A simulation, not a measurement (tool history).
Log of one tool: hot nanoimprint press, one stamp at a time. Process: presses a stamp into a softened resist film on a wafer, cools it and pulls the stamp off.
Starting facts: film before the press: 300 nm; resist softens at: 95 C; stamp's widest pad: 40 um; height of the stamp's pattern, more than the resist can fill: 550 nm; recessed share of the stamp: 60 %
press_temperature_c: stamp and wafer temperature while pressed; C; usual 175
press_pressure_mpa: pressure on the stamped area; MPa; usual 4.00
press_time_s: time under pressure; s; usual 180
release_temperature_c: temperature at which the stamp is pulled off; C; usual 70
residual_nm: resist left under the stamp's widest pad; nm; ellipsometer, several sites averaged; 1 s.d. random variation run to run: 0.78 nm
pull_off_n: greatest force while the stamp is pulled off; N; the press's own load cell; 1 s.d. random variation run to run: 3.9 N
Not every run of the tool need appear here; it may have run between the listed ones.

{"run": 1, "day": 0.0, "press_temperature_c": 175, "press_pressure_mpa": 4.0, "press_time_s": 180, "release_temperature_c": 70, "residual_nm": 140.9, "pull_off_n": 197}
{"run": 2, "day": 1.138, "press_temperature_c": 175, "press_pressure_mpa": 4.0, "press_time_s": 131, "release_temperature_c": 70, "residual_nm": 159.5, "pull_off_n": 195}
{"run": 3, "day": 2.808, "press_temperature_c": 175, "press_pressure_mpa": 4.0, "press_time_s": 131, "release_temperature_c": 70, "residual_nm": 161.0, "pull_off_n": 193}
{"run": 4, "day": 3.654, "press_temperature_c": 175, "press_pressure_mpa": 4.0, "press_time_s": 131, "release_temperature_c": 70, "residual_nm": 160.3, "pull_off_n": 200}
{"run": 5, "day": 4.658, "press_temperature_c": 175, "press_pressure_mpa": 4.0, "press_time_s": 131, "release_temperature_c": 70, "residual_nm": 161.0, "pull_off_n": 202}
{"run": 6, "day": 5.8, "press_temperature_c": 183, "press_pressure_mpa": 4.08, "press_time_s": 131, "release_temperature_c": 64, "residual_nm": 112.5, "pull_off_n": 220}
{"run": 7, "day": 7.588, "press_temperature_c": 175, "press_pressure_mpa": 2.57, "press_time_s": 106, "release_temperature_c": 70, "residual_nm": 200.2, "pull_off_n": 206}
{"run": 8, "day": 9.25, "press_temperature_c": 186, "press_pressure_mpa": 2.57, "press_time_s": 106, "release_temperature_c": 70, "residual_nm": 128.4, "pull_off_n": 199}
{"run": 9, "day": 10.046, "press_temperature_c": 186, "press_pressure_mpa": 2.57, "press_time_s": 106, "release_temperature_c": 70, "residual_nm": 128.7, "pull_off_n": 211}
{"run": 10, "day": 11.783, "press_temperature_c": 186, "press_pressure_mpa": 2.57, "press_time_s": 106, "release_temperature_c": 70, "residual_nm": 130.7, "pull_off_n": 210}

Predict each of these 5 candidate next runs independently; none follows another, all start after run 10:
{"run": "A", "day": 13.646, "press_temperature_c": 175, "press_pressure_mpa": 2.57, "press_time_s": 351, "release_temperature_c": 61, "residual_nm": "?", "pull_off_n": "?"}
{"run": "B", "day": 13.646, "press_temperature_c": 181, "press_pressure_mpa": 4.0, "press_time_s": 128, "release_temperature_c": 65, "residual_nm": "?", "pull_off_n": "?"}
{"run": "C", "day": 13.646, "press_temperature_c": 175, "press_pressure_mpa": 4.0, "press_time_s": 180, "release_temperature_c": 75, "residual_nm": "?", "pull_off_n": "?"}
{"run": "D", "day": 13.646, "press_temperature_c": 186, "press_pressure_mpa": 2.57, "press_time_s": 144, "release_temperature_c": 62, "residual_nm": "?", "pull_off_n": "?"}
{"run": "E", "day": 13.646, "press_temperature_c": 171, "press_pressure_mpa": 4.37, "press_time_s": 106, "release_temperature_c": 70, "residual_nm": "?", "pull_off_n": "?"}

run=A residual_nm=134.5 pull_off_n=248
run=B residual_nm=126.4 pull_off_n=225
run=C residual_nm=146.0 pull_off_n=196
run=D residual_nm=115.8 pull_off_n=249
run=E residual_nm=199.1 pull_off_n=215
Without the tool's hidden state the same runs would have given:
run=A residual_nm=130.4 pull_off_n=219
run=B residual_nm=122.6 pull_off_n=199
run=C residual_nm=141.6 pull_off_n=173
run=D residual_nm=112.5 pull_off_n=220
run=E residual_nm=194.3 pull_off_n=190
